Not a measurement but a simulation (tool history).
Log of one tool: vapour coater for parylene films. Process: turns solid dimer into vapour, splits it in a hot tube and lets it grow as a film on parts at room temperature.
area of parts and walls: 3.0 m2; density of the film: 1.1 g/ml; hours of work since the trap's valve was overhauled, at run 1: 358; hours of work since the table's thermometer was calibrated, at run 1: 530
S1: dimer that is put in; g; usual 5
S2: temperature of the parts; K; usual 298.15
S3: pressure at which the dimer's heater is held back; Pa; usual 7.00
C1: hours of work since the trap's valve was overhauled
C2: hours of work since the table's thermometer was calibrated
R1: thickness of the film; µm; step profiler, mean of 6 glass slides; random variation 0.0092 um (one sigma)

run 1 hour=0.0 | S1=5 S2=298.15 S3=7.00 | C1=358 C2=530 | R1=0.799
-- hour=8.5 trap's valve overhauled
run 2 hour=47.3 | S1=5 S2=298.15 S3=2.88 | C1=29 C2=562 | R1=0.831
run 3 hour=82.7 | S1=5 S2=298.15 S3=2.88 | C1=55 C2=588 | R1=0.820
run 4 hour=129.1 | S1=5 S2=296.15 S3=7.00 | C1=90 C2=623 | R1=0.831
-- hour=168.0 trap's valve overhauled, once more
run 5 hour=181.5 | S1=5 S2=298.15 S3=7.00 | C1=10 C2=659 | R1=0.860
run 6 hour=245.1 | S1=5 S2=298.15 S3=7.00 | C1=58 C2=707 | R1=0.835
run 7 hour=286.3 | S1=4 S2=298.15 S3=7.00 | C1=88 C2=737 | R1=0.669
run 8 hour=347.4 | S1=5 S2=298.15 S3=6.18 | C1=134 C2=783 | R1=0.839
run 9 hour=393.6 | S1=5 S2=294.15 S3=6.18 | C1=168 C2=818 | R1=1.018
-- hour=414.5 table's thermometer calibrated
run 10 hour=441.2 | S1=5 S2=294.15 S3=6.18 | C1=203 C2=20 | R1=1.073
run 11 hour=499.6 | S1=5 S2=298.15 S3=5.10 | C1=247 C2=63 | R1=0.887
run 12 hour=575.7 | S1=5 S2=298.15 S3=7.00 | C1=304 C2=120 | R1=0.850
run 13 hour=646.1 | S1=5 S2=298.15 S3=7.00 | C1=356 C2=173 | R1=0.830
-- hour=657.5 trap's valve overhauled
run 14 hour=687.5 | S1=5 S2=298.15 S3=7.00 | C1=22 C2=201 | R1=0.893
run 15 hour=766.8 | S1=5 S2=298.15 S3=7.00 | C1=82 C2=260 | R1=0.875
run 16 hour=838.7 | S1=4 S2=299.15 S3=3.67 | C1=135 C2=314 | R1=0.699
run 17 hour=903.2 | S1=2 S2=294.15 S3=2.40 | C1=183 C2=362 | R1=0.435
run 18 hour=982.6 | S1=2 S2=294.15 S3=2.40 | C1=243 C2=421 | R1=0.450
run 19 hour=1032.3 | S1=6 S2=302.15 S3=3.14 | C1=280 C2=458 | R1=0.877
run 20 hour=1077.2 | S1=6 S2=302.15 S3=3.14 | C1=313 C2=492 | R1=0.870
run 21 hour=1120.1 | S1=4 S2=301.15 S3=7.00 | C1=345 C2=524 | R1=0.571
-- hour=1149.7 trap's valve overhauled
run 22 hour=1181.2 | S1=4 S2=301.15 S3=7.00 | C1=24 C2=566 | R1=0.595
run 23 hour=1239.4 | S1=5 S2=301.15 S3=7.00 | C1=67 C2=610 | R1=0.743
run 24 hour=1285.2 | S1=8 S2=300.15 S3=11.90 | C1=101 C2=644 | R1=1.181
run 25 hour=1348.4 | S1=7 S2=300.15 S3=11.90 | C1=148 C2=691 | R1=1.017
run 26 hour=1428.3 | S1=3 S2=301.15 S3=4.68 | C1=208 C2=751 | R1=0.441
run 27 hour=1463.8 | S1=5 S2=290.15 S3=5.40 | C1=234 C2=777 | R1=1.227
run 28 hour=1513.9 | S1=3 S2=298.15 S3=8.12 | C1=272 C2=815 | R1=0.474
-- hour=1533.5 table's thermometer calibrated
run 29 hour=1554.2 | S1=7 S2=294.15 S3=2.66 | C1=301 C2=16 | R1=1.550

Forecast each of these 5 alternatives for the next run:
run A hour=1612.1 | S1=3 S2=297.15 S3=3.25 | C1=344 C2=59 | R1=?
run B hour=1612.1 | S1=7 S2=294.15 S3=2.66 | C1=344 C2=59 | R1=?
run C hour=1612.1 | S1=4 S2=298.15 S3=10.19 | C1=344 C2=59 | R1=?
run D hour=1612.1 | S1=5 S2=304.15 S3=10.86 | C1=344 C2=59 | R1=?
run E hour=1612.1 | S1=8 S2=294.15 S3=2.66 | C1=344 C2=59 | R1=?

run=A R1=0.546
run=B R1=1.540
run=C R1=0.654
run=D R1=0.607
run=E R1=1.765
Without the tool's hidden state the same runs would have given:
run=A R1=0.596
run=B R1=1.679
run=C R1=0.713
run=D R1=0.662
run=E R1=1.923
